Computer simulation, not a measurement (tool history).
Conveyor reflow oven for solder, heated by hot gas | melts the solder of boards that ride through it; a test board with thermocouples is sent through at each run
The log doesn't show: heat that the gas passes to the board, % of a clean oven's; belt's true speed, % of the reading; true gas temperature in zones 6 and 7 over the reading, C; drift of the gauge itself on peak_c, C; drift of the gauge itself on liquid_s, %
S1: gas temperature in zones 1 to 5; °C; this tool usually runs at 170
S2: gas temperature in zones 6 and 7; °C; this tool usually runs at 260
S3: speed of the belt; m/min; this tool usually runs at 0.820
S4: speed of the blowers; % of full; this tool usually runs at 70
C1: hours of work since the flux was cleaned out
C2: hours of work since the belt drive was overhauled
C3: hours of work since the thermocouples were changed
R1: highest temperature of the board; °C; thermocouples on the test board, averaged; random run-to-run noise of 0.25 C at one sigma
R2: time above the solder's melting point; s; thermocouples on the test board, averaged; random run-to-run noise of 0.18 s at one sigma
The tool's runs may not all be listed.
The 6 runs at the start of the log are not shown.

| run | hour | S1 | S2 | S3 | S4 | C1 | C2 | C3 | R1 | R2 |
|---|---|---|---|---|---|---|---|---|---|---|
| 7 | 55.0 | 170 | 260 | 0.820 | 53 | 62 | 270 | 588 | 245.1 | 38.3 |
| 8 | 66.5 | 170 | 260 | 0.820 | 70 | 67 | 276 | 594 | 247.6 | 40.8 |
| 9 | 79.3 | 170 | 260 | 0.820 | 70 | 73 | 282 | 600 | 248.0 | 40.8 |
| 10 | 87.2 | 170 | 260 | 0.820 | 70 | 77 | 285 | 603 | 247.6 | 40.7 |
| 11 | 99.7 | 170 | 260 | 0.820 | 61 | 83 | 291 | 609 | 246.5 | 39.4 |
| 12 | 109.6 | 170 | 260 | 0.820 | 61 | 87 | 296 | 614 | 246.4 | 39.3 |
| 13 | 117.2 | 170 | 260 | 0.820 | 61 | 91 | 300 | 618 | 246.6 | 39.7 |
| 14 | 127.3 | 170 | 260 | 0.820 | 70 | 96 | 304 | 622 | 247.5 | 40.6 |
| 15 | 138.3 | 157 | 260 | 0.820 | 70 | 101 | 310 | 628 | 245.7 | 36.3 |
| 16 | 148.6 | 170 | 260 | 0.820 | 79 | 106 | 314 | 632 | 249.1 | 42.1 |
| 17 | 155.2 | 170 | 268 | 0.738 | 70 | 109 | 318 | 636 | 257.8 | 51.9 |
| 18 | 163.2 | 170 | 274 | 0.720 | 70 | 113 | 321 | 639 | 264.5 | 56.2 |
| 19 | 171.7 | 170 | 274 | 0.901 | 50 | 117 | 325 | 643 | 252.5 | 38.4 |
| 20 | 180.1 | 171 | 264 | 0.704 | 50 | 121 | 329 | 647 | 252.4 | 51.2 |
| 21 | 187.8 | 170 | 255 | 0.921 | 66 | 124 | 333 | 651 | 239.6 | 30.1 |
| 22 | 195.9 | 170 | 255 | 0.921 | 66 | 128 | 337 | 655 | 239.5 | 29.6 |
| 23 | 204.0 | 170 | 263 | 0.921 | 66 | 132 | 341 | 659 | 246.0 | 34.3 |
| 24 | 213.9 | 170 | 263 | 0.785 | 66 | 137 | 345 | 663 | 251.2 | 44.7 |
| 25 | 224.5 | 155 | 266 | 0.785 | 66 | 142 | 350 | 668 | 251.4 | 41.4 |
| 26 | 236.7 | 155 | 266 | 0.785 | 66 | 148 | 356 | 674 | 251.1 | 41.2 |
| 27 | 243.9 | 177 | 260 | 0.798 | 70 | 151 | 360 | 678 | 249.4 | 45.0 |
| 28 | 251.2 | 177 | 260 | 0.798 | 70 | 154 | 363 | 681 | 249.9 | 45.5 |
| 29 | 258.9 | 174 | 256 | 0.953 | 77 | 158 | 367 | 685 | 241.8 | 31.7 |
| 30 | 264.4 | 174 | 262 | 0.874 | 77 | 161 | 369 | 687 | 249.6 | 39.7 |
|  | 272.2 | flux residue cleaned out of gas plates and filters |
| 31 | 281.6 | 167 | 260 | 0.820 | 70 | 4 | 375 | 693 | 247.9 | 40.0 |

What if the next run were any one of these 3? Each begins from the tool's condition after run 31:
| A | 291.0 | 168 | 260 | 0.834 | 70 | 9 | 379 | 697 | ? | ? |
| B | 291.0 | 182 | 260 | 0.820 | 70 | 9 | 379 | 697 | ? | ? |
| C | 291.0 | 170 | 267 | 0.667 | 78 | 9 | 379 | 697 | ? | ? |

| run | R1 | R2 |
|---|---|---|
| A | 247.2 | 38.9 |
| B | 250.3 | 45.6 |
| C | 260.5 | 59.6 |
Without the tool's hidden state the same runs would have given:
| run | R1 | R2 |
|---|---|---|
| A | 245.9 | 38.0 |
| B | 249.0 | 44.8 |
| C | 259.1 | 58.9 |
